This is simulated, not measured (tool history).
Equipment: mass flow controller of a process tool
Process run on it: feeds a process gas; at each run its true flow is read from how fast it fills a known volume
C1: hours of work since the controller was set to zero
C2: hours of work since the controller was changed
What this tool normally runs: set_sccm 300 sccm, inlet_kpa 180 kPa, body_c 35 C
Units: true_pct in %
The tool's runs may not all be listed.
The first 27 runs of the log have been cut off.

run 28 day=323.171 | set_sccm=294 inlet_kpa=226 body_c=38 | C1=4615 C2=14182 | true_pct=99.46
-- day=325.196 controller's zero set anew
run 29 day=338.675 | set_sccm=229 inlet_kpa=147 body_c=21 | C1=216 C2=14431 | true_pct=100.04
run 30 day=356.275 | set_sccm=124 inlet_kpa=271 body_c=23 | C1=499 C2=14713 | true_pct=99.11
run 31 day=369.450 | set_sccm=124 inlet_kpa=271 body_c=23 | C1=711 C2=14925 | true_pct=98.92
run 32 day=378.208 | set_sccm=300 inlet_kpa=180 body_c=20 | C1=851 C2=15065 | true_pct=99.84
run 33 day=389.742 | set_sccm=300 inlet_kpa=187 body_c=29 | C1=1036 C2=15250 | true_pct=100.39
run 34 day=397.167 | set_sccm=300 inlet_kpa=141 body_c=23 | C1=1156 C2=15370 | true_pct=100.22
run 35 day=412.208 | set_sccm=74 inlet_kpa=202 body_c=22 | C1=1397 C2=15611 | true_pct=97.04
run 36 day=421.567 | set_sccm=200 inlet_kpa=180 body_c=31 | C1=1547 C2=15762 | true_pct=99.83
run 37 day=434.271 | set_sccm=200 inlet_kpa=180 body_c=31 | C1=1751 C2=15966 | true_pct=99.83
-- day=437.617 controller exchanged for a calibrated one
run 38 day=445.892 | set_sccm=200 inlet_kpa=180 body_c=31 | C1=133 C2=133 | true_pct=99.49
run 39 day=460.979 | set_sccm=432 inlet_kpa=180 body_c=34 | C1=375 C2=375 | true_pct=100.48
run 40 day=473.438 | set_sccm=432 inlet_kpa=180 body_c=34 | C1=575 C2=575 | true_pct=100.32
run 41 day=485.308 | set_sccm=114 inlet_kpa=198 body_c=35 | C1=766 C2=766 | true_pct=98.80
run 42 day=495.617 | set_sccm=114 inlet_kpa=198 body_c=35 | C1=931 C2=931 | true_pct=98.68

Predict each of these 3 candidate next runs independently; none follows another, all start after run 42:
run A day=503.029 | set_sccm=402 inlet_kpa=180 body_c=35 | C1=1050 C2=1050 | true_pct=?
run B day=503.029 | set_sccm=300 inlet_kpa=180 body_c=22 | C1=1050 C2=1050 | true_pct=?
run C day=503.029 | set_sccm=114 inlet_kpa=198 body_c=27 | C1=1050 C2=1050 | true_pct=?

run=A true_pct=100.18
run=B true_pct=98.76
run=C true_pct=98.02
What these runs would have given with no unlogged condition in the tool:
run=A true_pct=100.59
run=B true_pct=99.28
run=C true_pct=99.29
